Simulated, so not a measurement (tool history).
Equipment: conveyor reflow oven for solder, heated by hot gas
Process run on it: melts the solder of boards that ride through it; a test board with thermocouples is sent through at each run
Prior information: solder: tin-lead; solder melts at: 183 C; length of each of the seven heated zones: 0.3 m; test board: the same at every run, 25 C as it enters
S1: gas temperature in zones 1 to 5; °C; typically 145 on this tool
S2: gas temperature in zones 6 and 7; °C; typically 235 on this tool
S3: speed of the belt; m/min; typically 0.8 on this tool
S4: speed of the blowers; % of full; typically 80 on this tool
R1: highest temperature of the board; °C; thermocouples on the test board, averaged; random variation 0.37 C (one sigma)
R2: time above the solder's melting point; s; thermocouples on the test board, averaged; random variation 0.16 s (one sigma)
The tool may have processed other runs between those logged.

run	hour	S1	S2	S3	S4	R1	R2
1	0	145	235	0.8	80	217.6	35.7
2	15.9	145	235	0.8	80	217.7	35.5
3	32.2	145	235	0.8	80	217	35.5
4	57.2	145	235	0.8	66	213.9	33.3
5	91.5	145	235	0.8	66	213.2	32.6
6	123.1	145	235	0.8	80	216.9	34.8
7	151.7	145	235	0.8	80	216.2	34.7
8	179.2	145	235	0.8	80	216.2	34.5
9	209.8	145	234	0.8	80	218.3	36
10	233	145	235	0.759	80	220.5	38.9
11	260.8	145	235	0.759	80	219.1	39
12	279.3	145	235	0.759	80	220.6	38.5
13	314.7	145	246	0.759	80	229.7	42.1
14	342.4	145	235	0.8	80	217.8	35.9
15	362.7	145	235	0.8	80	217.4	35.3
16	382.7	145	231	0.758	80	215.8	37.2
17	399	145	235	0.934	51	202.5	20.7
18	438	159	237	0.919	75	216.4	33.2
19	472.1	139	224	0.859	59	198.8	19.1
20	507.9	136	224	0.859	59	197.2	17.9
21	536.7	136	224	0.859	59	197.4	17.5
22	558.9	136	224	0.859	59	197.2	17.3
23	604.8	149	248	0.924	81	227.5	34.9
24	636.9	136	245	0.831	78	225	35.3
25	655.8	145	235	0.663	61	220.5	44.3
26	678	145	235	0.663	61	219.9	44.7
27	708.7	145	236	0.663	76	224	47.1
28	724.6	145	236	0.663	76	224.1	46.9
29	751.6	159	229	0.793	53	210.3	35
30	771.2	134	224	0.955	67	198.5	16

Missing from the log above: 4 entries noted between runs. For each, name the pair of listed runs it sits between and say how the tool's hidden condition differs from the listed run just before to the listed run just after:
From run 4 to run 5: flux residue cleaned out of gas plates and filters (hour 71.5)
  heat that the gas passes to the board, % of a clean oven's: 92.9 -> 90.3; belt's true speed, % of the reading: 99.7 -> 99.68; true gas temperature in zones 6 and 7 over the reading, C: -1.21 -> -1.28
  difference, measured minus the result without the unlogged condition, R1: -2.7 -> -3.5 °C; R2: -1.4 -> -1.9 s
From run 8 to run 9: flux residue cleaned out of gas plates and filters, once more (hour 208.9)
  heat that the gas passes to the board, % of a clean oven's: 88.6 -> 99.6; belt's true speed, % of the reading: 99.62 -> 99.61; true gas temperature in zones 6 and 7 over the reading, C: -1.51 -> -1.56
  difference, measured minus the result without the unlogged condition, R1: -4.3 -> -1.4 °C; R2: -2.1 -> -0.4 s
From run 22 to run 23: flux residue cleaned out of gas plates and filters (hour 588.6); thermocouples of zones 6 and 7 changed (hour 594.7)
  heat that the gas passes to the board, % of a clean oven's: 92.7 -> 98.6; belt's true speed, % of the reading: 99.36 -> 99.33; true gas temperature in zones 6 and 7 over the reading, C: -2.46 -> -0.22
  difference, measured minus the result without the unlogged condition, R1: -3.6 -> -0.4 °C; R2: -3 -> +0.1 s

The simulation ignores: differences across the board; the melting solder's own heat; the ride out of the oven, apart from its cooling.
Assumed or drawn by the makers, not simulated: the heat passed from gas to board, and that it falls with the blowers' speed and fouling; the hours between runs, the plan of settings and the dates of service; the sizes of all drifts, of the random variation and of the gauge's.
